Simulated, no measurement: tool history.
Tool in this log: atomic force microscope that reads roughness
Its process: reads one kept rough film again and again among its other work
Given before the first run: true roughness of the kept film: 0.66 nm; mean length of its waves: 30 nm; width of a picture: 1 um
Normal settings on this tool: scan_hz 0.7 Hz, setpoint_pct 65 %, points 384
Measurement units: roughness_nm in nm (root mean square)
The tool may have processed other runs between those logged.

{"run": 1, "day": 0.0, "scan_hz": 0.7, "setpoint_pct": 65, "points": 384, "roughness_nm": 0.617}
{"run": 2, "day": 0.212, "scan_hz": 0.7, "setpoint_pct": 65, "points": 384, "roughness_nm": 0.618}
{"run": 3, "day": 0.488, "scan_hz": 0.7, "setpoint_pct": 65, "points": 384, "roughness_nm": 0.612}
{"run": 4, "day": 0.883, "scan_hz": 0.7, "setpoint_pct": 65, "points": 384, "roughness_nm": 0.609}
{"day": 1.267, "done": "new tip fitted"}
{"run": 5, "day": 1.321, "scan_hz": 0.7, "setpoint_pct": 65, "points": 384, "roughness_nm": 0.63}
{"run": 6, "day": 1.646, "scan_hz": 0.7, "setpoint_pct": 65, "points": 384, "roughness_nm": 0.629}
{"run": 7, "day": 1.896, "scan_hz": 0.7, "setpoint_pct": 85, "points": 384, "roughness_nm": 0.618}
{"run": 8, "day": 2.138, "scan_hz": 0.7, "setpoint_pct": 85, "points": 384, "roughness_nm": 0.617}
{"run": 9, "day": 2.442, "scan_hz": 0.7, "setpoint_pct": 85, "points": 384, "roughness_nm": 0.611}
{"run": 10, "day": 2.788, "scan_hz": 0.7, "setpoint_pct": 65, "points": 340, "roughness_nm": 0.62}
{"run": 11, "day": 3.008, "scan_hz": 2.727, "setpoint_pct": 65, "points": 384, "roughness_nm": 0.603}
{"run": 12, "day": 3.392, "scan_hz": 0.98, "setpoint_pct": 64, "points": 384, "roughness_nm": 0.614}
{"run": 13, "day": 3.8, "scan_hz": 0.98, "setpoint_pct": 64, "points": 530, "roughness_nm": 0.613}
{"run": 14, "day": 4.029, "scan_hz": 0.98, "setpoint_pct": 64, "points": 530, "roughness_nm": 0.612}

Predict the results of run 15:
{"run": 15, "day": 4.208, "scan_hz": 0.73, "setpoint_pct": 88, "points": 384, "roughness_nm": "?"}

{"run 15": {"roughness_nm": 0.594}}
On a tool with no hidden condition, and with the same random variation, this run would have come out at roughness_nm 0.614 nm (root mean square).

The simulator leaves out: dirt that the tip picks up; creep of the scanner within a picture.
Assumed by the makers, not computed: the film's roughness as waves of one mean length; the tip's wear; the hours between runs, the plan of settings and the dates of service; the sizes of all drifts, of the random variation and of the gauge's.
